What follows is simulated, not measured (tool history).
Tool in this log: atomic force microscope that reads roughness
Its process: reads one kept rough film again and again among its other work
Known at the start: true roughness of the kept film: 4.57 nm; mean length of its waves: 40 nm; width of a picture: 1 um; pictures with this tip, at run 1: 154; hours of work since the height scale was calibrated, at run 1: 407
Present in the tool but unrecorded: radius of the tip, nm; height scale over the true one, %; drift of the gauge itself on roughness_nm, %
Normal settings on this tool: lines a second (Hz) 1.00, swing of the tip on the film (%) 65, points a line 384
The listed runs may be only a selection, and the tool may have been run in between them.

run	day	lines a second (Hz)	swing of the tip on the film (%)	points a line	pictures with this tip	hours of work since the height scale was calibrated	roughness of the kept film (nm (root mean square))
1	0.000	1.00	65	384	154	407	3.873
2	1.117	1.00	65	384	192	419	3.786
3	2.100	3.39	65	384	225	430	3.505
4	2.988	1.00	65	384	255	439	3.669
5	3.571	1.00	73	384	275	445	3.586
# day 4.329: new tip fitted
6	4.575	1.00	73	384	9	455	4.096
7	5.392	1.00	73	384	36	464	4.065
8	6.658	1.00	73	384	80	477	3.967
9	7.529	1.00	73	384	109	486	3.880
10	8.621	0.51	65	384	146	498	3.977
11	9.671	0.51	68	384	182	509	3.842
12	10.508	1.00	65	384	211	518	3.766
13	11.667	1.00	65	384	250	530	3.669
14	12.658	1.00	65	384	284	540	3.652
# day 13.162: new tip fitted
15	13.354	1.00	65	384	7	547	4.187
16	14.129	1.00	65	384	33	555	4.091
17	15.454	1.00	65	384	78	569	4.035
18	16.608	1.00	65	384	118	581	3.948
19	17.800	1.00	65	384	158	594	3.871
20	18.962	1.00	65	384	198	606	3.800
21	19.825	1.00	65	384	227	615	3.770
22	21.067	1.00	65	384	269	628	3.691
23	21.679	1.00	65	384	290	635	3.645
# day 21.962: new tip fitted
24	22.925	1.35	65	384	33	647	4.090
25	24.158	1.35	65	384	75	660	3.990
26	25.192	1.35	78	384	110	671	3.759
27	26.142	1.00	63	384	142	681	3.874
28	27.025	1.64	63	384	172	690	3.803
29	28.329	0.51	85	845	217	704	3.695
30	29.175	0.95	81	463	246	713	3.568
31	30.271	0.95	81	463	283	724	3.531
# day 30.808: new tip fitted
32	31.629	0.95	81	463	28	739	4.011
33	32.538	0.95	65	674	58	748	4.089
34	33.342	0.50	83	653	86	756	3.978
35	34.225	1.80	65	384	116	766	3.894
36	34.921	1.71	74	384	140	773	3.706
37	35.933	0.80	87	882	174	784	3.707
38	37.192	0.55	88	936	217	797	3.697
39	38.096	0.55	88	936	248	806	3.637
40	39.079	0.58	57	521	281	817	3.734
# day 39.642: new tip fitted
41	39.796	1.75	57	940	5	824	4.204
42	40.658	1.75	57	940	34	833	4.146
43	41.450	1.75	57	940	61	841	4.074
44	42.458	1.75	67	437	95	852	3.912
45	43.075	1.75	67	437	116	858	3.866
46	43.800	1.75	67	437	141	866	3.809
47	44.862	2.94	66	480	177	877	3.635
48	45.708	1.54	70	384	206	886	3.670
49	47.046	0.54	65	384	252	900	3.777
50	48.083	0.54	65	384	287	911	3.722
# day 48.462: new tip fitted
51	48.729	0.59	65	384	9	917	4.230
52	50.046	0.59	65	384	54	931	4.151

Forecast each of these 5 alternatives for the next run:
A	50.933	1.83	57	854	84	941	?
B	50.933	0.59	83	307	84	941	?
C	50.933	1.00	67	384	84	941	?
D	50.933	2.40	65	850	84	941	?
E	50.933	0.59	59	384	84	941	?

run	roughness of the kept film (nm (root mean square))
A	4.023
B	3.944
C	4.026
D	3.853
E	4.104
Without the tool's unlogged condition, the same runs would have read:
run	roughness of the kept film (nm (root mean square))
A	4.176
B	4.094
C	4.178
D	3.999
E	4.260
